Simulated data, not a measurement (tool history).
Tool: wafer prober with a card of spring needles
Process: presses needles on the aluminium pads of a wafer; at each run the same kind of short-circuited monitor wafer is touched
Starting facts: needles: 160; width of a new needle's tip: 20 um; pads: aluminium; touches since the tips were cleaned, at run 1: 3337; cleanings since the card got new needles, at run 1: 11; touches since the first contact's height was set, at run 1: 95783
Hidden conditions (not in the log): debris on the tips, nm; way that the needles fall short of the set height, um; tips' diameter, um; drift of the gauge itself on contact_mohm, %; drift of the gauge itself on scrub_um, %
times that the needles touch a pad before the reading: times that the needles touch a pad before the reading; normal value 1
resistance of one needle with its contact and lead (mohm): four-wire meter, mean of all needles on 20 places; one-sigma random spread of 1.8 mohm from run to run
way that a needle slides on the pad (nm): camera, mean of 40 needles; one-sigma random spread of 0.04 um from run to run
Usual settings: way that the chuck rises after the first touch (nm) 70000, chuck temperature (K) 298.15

run    day  way that the chuck rises after the first touch (nm)  chuck temperature (K)  times that the needles touch a pad before the reading  touches since the tips were cleaned  cleanings since the card got new needles  touches since the first contact's height was set  resistance of one needle with its contact and lead (mohm)  way that a needle slides on the pad (nm)
  1      0                                                70000                 298.15                                                      1                                 3337                                        11                                             95783                                                        190                                     14390
     0.354  -- tips cleaned on abrasive film
  2  0.517                                                53000                 298.15                                                      1                                 2075                                        12                                            102314                                                        194                                     10940
     0.958  -- tips cleaned on abrasive film
  3  1.288                                                70000                 298.15                                                      2                                 4196                                        13                                            112093                                                        190                                     14430
     1.567  -- tips cleaned on abrasive film
  4  1.892                                                53000                 298.15                                                      1                                 4127                                        14                                            119709                                                        195                                     10900
     2.196  -- tips cleaned on abrasive film
  5  2.442                                                53000                 298.15                                                      1                                 3104                                        15                                            126673                                                        196                                     10950
     2.804  -- tips cleaned on abrasive film
  6  2.804                                                53000                 298.15                                                      1                                    0                                        16                                            131233                                                        191                                     10960
     3.404  -- tips cleaned on abrasive film
  7  3.417                                                53000                 298.15                                                      1                                  168                                        17                                            139026                                                        195                                     11000
  8  3.954                                                53000                 316.15                                                      3                                 6973                                        17                                            145831                                                        196                                     11040
     4.008  -- tips cleaned on abrasive film
  9  4.483                                                74000                 390.15                                                      1                                 6067                                        18                                            152534                                                        209                                     15410
     4.612  -- tips cleaned on abrasive film
     5.217  -- tips cleaned on abrasive film
 10  5.292                                                74000                 300.15                                                      1                                  956                                        20                                            162708                                                        188                                     15510

What does the tool deliver on the next run?
     5.788  -- tips cleaned on abrasive film
 11  5.979                                                70000                 308.15                                                      1                                 2451                                        21                                            171443                                                          ?                                         ?

Run 11 yielded resistance of one needle with its contact and lead (mohm) 191, way that a needle slides on the pad (nm) 14690.
With the hidden condition absent and the run-to-run variation left alone, this run would have shown resistance of one needle with its contact and lead (mohm) 191, way that a needle slides on the pad (nm) 14430.
